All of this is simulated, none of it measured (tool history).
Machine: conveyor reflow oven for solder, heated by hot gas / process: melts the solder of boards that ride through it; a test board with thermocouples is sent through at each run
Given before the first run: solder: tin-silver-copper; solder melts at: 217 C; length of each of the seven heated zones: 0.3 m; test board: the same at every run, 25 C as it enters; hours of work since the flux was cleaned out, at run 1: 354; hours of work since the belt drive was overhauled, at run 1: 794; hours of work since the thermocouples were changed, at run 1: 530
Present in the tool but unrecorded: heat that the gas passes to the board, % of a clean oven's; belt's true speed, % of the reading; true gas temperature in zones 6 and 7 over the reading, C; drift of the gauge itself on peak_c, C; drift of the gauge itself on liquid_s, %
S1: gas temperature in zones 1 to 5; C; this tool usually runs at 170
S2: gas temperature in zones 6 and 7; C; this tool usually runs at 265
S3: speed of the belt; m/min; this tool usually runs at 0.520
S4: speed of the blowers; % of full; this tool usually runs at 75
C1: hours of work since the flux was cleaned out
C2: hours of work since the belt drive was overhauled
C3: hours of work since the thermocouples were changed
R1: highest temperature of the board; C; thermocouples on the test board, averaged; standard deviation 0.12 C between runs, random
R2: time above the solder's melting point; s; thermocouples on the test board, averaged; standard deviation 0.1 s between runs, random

run,day,S1,S2,S3,S4,C1,C2,C3,R1,R2
1,0.000,170,265,0.520,75,354,794,530,253.3,52.6
# day 1.567: flux residue cleaned out of gas plates and filters
2,3.188,170,265,0.520,75,30,850,586,254.2,53.6
# day 3.942: belt drive overhauled, speed set with a stopwatch
3,6.858,170,265,0.520,75,96,55,652,254.1,52.7
4,9.779,170,265,0.520,75,151,110,707,254.2,52.4
5,11.225,170,265,0.590,75,178,137,734,250.0,43.4
6,13.521,170,265,0.503,75,221,180,777,254.8,55.1
7,16.588,170,265,0.520,75,279,238,834,253.9,52.7
8,18.362,170,265,0.520,75,312,271,868,254.1,52.4
9,20.700,160,265,0.520,75,356,315,912,252.4,49.0
# day 22.004: flux residue cleaned out of gas plates and filters
10,22.912,160,265,0.520,75,17,352,949,254.0,50.1
11,25.021,170,265,0.520,88,57,392,989,257.9,55.9
12,28.079,170,267,0.520,88,114,450,1046,259.7,56.6
# day 29.279: thermocouples of zones 6 and 7 changed
13,31.179,157,265,0.520,75,171,506,36,251.0,47.3
14,33.804,163,265,0.520,75,220,555,85,251.8,49.6
15,36.921,170,265,0.520,75,279,614,144,252.8,52.4
16,40.208,170,265,0.520,75,340,676,205,252.7,52.2
# day 42.350: flux residue cleaned out of gas plates and filters
17,43.808,162,257,0.478,75,27,740,269,247.6,52.1
18,46.088,162,257,0.478,75,70,782,312,247.5,52.2
19,48.046,162,257,0.478,75,107,819,349,247.4,52.1
20,49.683,170,265,0.608,75,138,850,379,249.1,41.7
# day 50.325: belt drive overhauled, speed set with a stopwatch
21,51.996,165,257,0.608,71,178,31,420,239.7,33.0
22,55.500,165,257,0.608,71,244,97,485,239.6,32.9
23,57.008,168,265,0.520,59,272,126,514,247.9,46.6
24,59.900,182,264,0.520,75,327,180,568,254.1,56.7
25,62.421,182,264,0.520,75,374,227,615,254.3,56.7
# day 62.838: flux residue cleaned out of gas plates and filters
26,64.108,182,264,0.568,75,24,255,643,253.1,51.0
27,65.712,170,265,0.520,65,54,285,673,251.6,50.9
28,67.158,170,259,0.520,75,81,312,701,248.8,50.0
29,69.362,170,259,0.520,75,123,354,742,249.2,49.9
30,72.429,180,265,0.568,75,180,411,800,253.5,50.5

What differs in the tool's unlogged condition from the final listed run ahead of each entry between runs to the first listed run following it?
Runs 1 to 2: flux residue cleaned out of gas plates and filters (day 1.567)
  heat that the gas passes to the board, % of a clean oven's: 95.1 -> 99.6; belt's true speed, % of the reading: 98.83 -> 98.74; true gas temperature in zones 6 and 7 over the reading, C: 0.89 -> 1.06
  measured minus no-state result, R1: +0.0 -> +1.3 C; R2: +0.4 -> +1.4 s
Runs 2 to 3: belt drive overhauled, speed set with a stopwatch (day 3.942)
  heat that the gas passes to the board, % of a clean oven's: 99.6 -> 98.7; belt's true speed, % of the reading: 98.74 -> 100.01; true gas temperature in zones 6 and 7 over the reading, C: 1.06 -> 1.26
  measured minus no-state result, R1: +1.3 -> +0.9 C; R2: +1.4 -> +0.4 s
Runs 9 to 10: flux residue cleaned out of gas plates and filters (day 22.004)
  heat that the gas passes to the board, % of a clean oven's: 95.4 -> 99.8; belt's true speed, % of the reading: 99.62 -> 99.57; true gas temperature in zones 6 and 7 over the reading, C: 2.01 -> 2.12
  measured minus no-state result, R1: +0.8 -> +2.0 C; R2: +0.3 -> +1.4 s
Runs 12 to 13: thermocouples of zones 6 and 7 changed (day 29.279)
  heat that the gas passes to the board, % of a clean oven's: 98.5 -> 97.7; belt's true speed, % of the reading: 99.42 -> 99.34; true gas temperature in zones 6 and 7 over the reading, C: 2.41 -> -0.13
  measured minus no-state result, R1: +2.0 -> -0.4 C; R2: +1.2 -> -0.1 s
Runs 16 to 17: flux residue cleaned out of gas plates and filters (day 42.350)
  heat that the gas passes to the board, % of a clean oven's: 95.5 -> 99.5; belt's true speed, % of the reading: 99.08 -> 98.99; true gas temperature in zones 6 and 7 over the reading, C: 0.35 -> 0.53
  measured minus no-state result, R1: -0.5 -> +0.6 C; R2: +0.0 -> +1.1 s
Runs 20 to 21: belt drive overhauled, speed set with a stopwatch (day 50.325)
  heat that the gas passes to the board, % of a clean oven's: 98 -> 97.4; belt's true speed, % of the reading: 98.83 -> 99.95; true gas temperature in zones 6 and 7 over the reading, C: 0.87 -> 0.98
  measured minus no-state result, R1: +0.6 -> +0.1 C; R2: +0.8 -> +0.0 s
Runs 25 to 26: flux residue cleaned out of gas plates and filters (day 62.838)
  heat that the gas passes to the board, % of a clean oven's: 94.8 -> 99.6; belt's true speed, % of the reading: 99.66 -> 99.62; true gas temperature in zones 6 and 7 over the reading, C: 1.54 -> 1.63
  measured minus no-state result, R1: +0.5 -> +1.5 C; R2: +0.1 -> +1.0 s
